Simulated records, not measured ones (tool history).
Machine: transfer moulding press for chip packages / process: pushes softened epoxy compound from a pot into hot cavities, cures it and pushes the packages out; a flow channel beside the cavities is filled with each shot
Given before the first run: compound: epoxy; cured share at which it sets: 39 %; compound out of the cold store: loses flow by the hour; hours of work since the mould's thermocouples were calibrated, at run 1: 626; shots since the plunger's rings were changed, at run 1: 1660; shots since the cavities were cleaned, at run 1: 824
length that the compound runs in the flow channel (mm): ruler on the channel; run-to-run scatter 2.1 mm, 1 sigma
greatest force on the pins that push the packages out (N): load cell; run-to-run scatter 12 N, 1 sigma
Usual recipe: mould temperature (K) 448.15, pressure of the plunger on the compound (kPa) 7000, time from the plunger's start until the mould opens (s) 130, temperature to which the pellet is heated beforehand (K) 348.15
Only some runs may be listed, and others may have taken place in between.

| run | day | mould temperature (K) | pressure of the plunger on the compound (kPa) | time from the plunger's start until the mould opens (s) | temperature to which the pellet is heated beforehand (K) | hours of work since the mould's thermocouples were calibrated | shots since the plunger's rings were changed | shots since the cavities were cleaned | incoming compound's hours out of the cold store | length that the compound runs in the flow channel (mm) | greatest force on the pins that push the packages out (N) |
|---|---|---|---|---|---|---|---|---|---|---|---|
| 1 | 0.000 | 448.15 | 7000 | 130 | 348.15 | 626 | 1660 | 824 | 40.0 | 833 | 1244 |
|  | 1.721 | cavities cleaned with cleaning compound and waxed |
| 2 | 1.721 | 448.15 | 7000 | 130 | 356.15 | 648 | 1972 | 0 | 33.4 | 852 | 690 |
| 3 | 3.221 | 448.15 | 7000 | 130 | 356.15 | 667 | 2253 | 281 | 35.4 | 844 | 951 |
| 4 | 4.596 | 448.15 | 7000 | 130 | 356.15 | 686 | 2511 | 539 | 38.3 | 834 | 1151 |
| 5 | 6.542 | 448.15 | 7000 | 130 | 348.15 | 711 | 2876 | 904 | 31.6 | 851 | 1274 |
|  | 7.758 | cavities cleaned with cleaning compound and waxed |
| 6 | 8.612 | 448.15 | 7000 | 137 | 348.15 | 738 | 3254 | 161 | 19.9 | 894 | 817 |
| 7 | 9.771 | 448.15 | 7000 | 137 | 348.15 | 753 | 3471 | 378 | 33.3 | 841 | 973 |
|  | 10.900 | plunger's sealing rings changed |
| 8 | 11.250 | 448.15 | 7000 | 130 | 348.15 | 772 | 65 | 636 | 19.3 | 927 | 1271 |
| 9 | 12.075 | 448.15 | 7000 | 130 | 348.15 | 783 | 220 | 791 | 18.4 | 930 | 1343 |
| 10 | 13.738 | 448.15 | 7000 | 130 | 356.15 | 805 | 532 | 1103 | 41.4 | 838 | 1403 |
|  | 13.917 | cavities cleaned with cleaning compound and waxed |
| 11 | 14.750 | 448.15 | 7000 | 130 | 356.15 | 817 | 711 | 156 | 24.4 | 897 | 910 |
| 12 | 16.733 | 448.15 | 6260 | 130 | 356.15 | 843 | 1083 | 528 | 24.6 | 845 | 1211 |
|  | 17.267 | mould's thermocouples calibrated |
| 13 | 18.150 | 448.15 | 6260 | 130 | 356.15 | 12 | 1333 | 778 | 14.7 | 875 | 1200 |
|  | 20.079 | cavities cleaned with cleaning compound and waxed |
| 14 | 20.112 | 448.15 | 6260 | 130 | 356.15 | 37 | 1690 | 6 | 26.6 | 825 | 614 |
| 15 | 21.317 | 446.15 | 6220 | 132 | 343.15 | 53 | 1917 | 233 | 40.9 | 782 | 903 |
| 16 | 22.217 | 441.15 | 6240 | 130 | 348.15 | 65 | 2086 | 402 | 28.3 | 848 | 1548 |
| 17 | 24.067 | 456.15 | 5210 | 130 | 348.15 | 89 | 2433 | 749 | 18.3 | 747 | 865 |
| 18 | 26.004 | 448.15 | 7000 | 130 | 341.15 | 115 | 2797 | 1113 | 25.6 | 869 | 1247 |
|  | 26.254 | cavities cleaned with cleaning compound and waxed |
| 19 | 27.250 | 447.15 | 6260 | 130 | 346.15 | 131 | 3019 | 187 | 45.3 | 756 | 828 |
| 20 | 29.175 | 448.15 | 7450 | 161 | 348.15 | 156 | 3380 | 548 | 29.8 | 869 | 829 |
|  | 30.917 | plunger's sealing rings changed |
| 21 | 30.917 | 444.15 | 8190 | 161 | 345.15 | 178 | 0 | 856 | 46.5 | 899 | 1007 |
|  | 32.446 | cavities cleaned with cleaning compound and waxed |
| 22 | 32.446 | 444.15 | 8190 | 161 | 345.15 | 197 | 275 | 0 | 18.3 | 1021 | 586 |
| 23 | 34.479 | 447.15 | 6550 | 117 | 350.15 | 224 | 657 | 382 | 32.7 | 836 | 1250 |
| 24 | 36.296 | 447.15 | 7170 | 117 | 350.15 | 248 | 998 | 723 | 21.0 | 919 | 1624 |
| 25 | 38.004 | 448.15 | 8200 | 130 | 345.15 | 271 | 1318 | 1043 | 11.9 | 1013 | 1356 |
|  | 38.458 | cavities cleaned with cleaning compound and waxed |
| 26 | 39.767 | 440.15 | 8330 | 130 | 353.15 | 293 | 1638 | 246 | 15.8 | 1048 | 1636 |
| 27 | 41.733 | 440.15 | 8330 | 130 | 353.15 | 319 | 2007 | 615 | 30.9 | 975 | 1857 |

Consider 3 possible next runs. They are alternatives, not a sequence: every one starts from the tool as it was left by run 27. What does each give?
| A | 43.225 | 448.15 | 7000 | 121 | 348.15 | 339 | 2287 | 895 | 45.5 | ? | ? |
| B | 43.225 | 449.15 | 8470 | 130 | 350.15 | 339 | 2287 | 895 | 21.7 | ? | ? |
| C | 43.225 | 440.15 | 5260 | 130 | 341.15 | 339 | 2287 | 895 | 24.7 | ? | ? |

| run | length that the compound runs in the flow channel (mm) | greatest force on the pins that push the packages out (N) |
|---|---|---|
| A | 806 | 1351 |
| B | 978 | 1172 |
| C | 792 | 2258 |
Take away the tool's hidden state, keep each run's random variation, and the runs would have read:
| run | length that the compound runs in the flow channel (mm) | greatest force on the pins that push the packages out (N) |
|---|---|---|
| A | 824 | 663 |
| B | 1000 | 574 |
| C | 810 | 1099 |
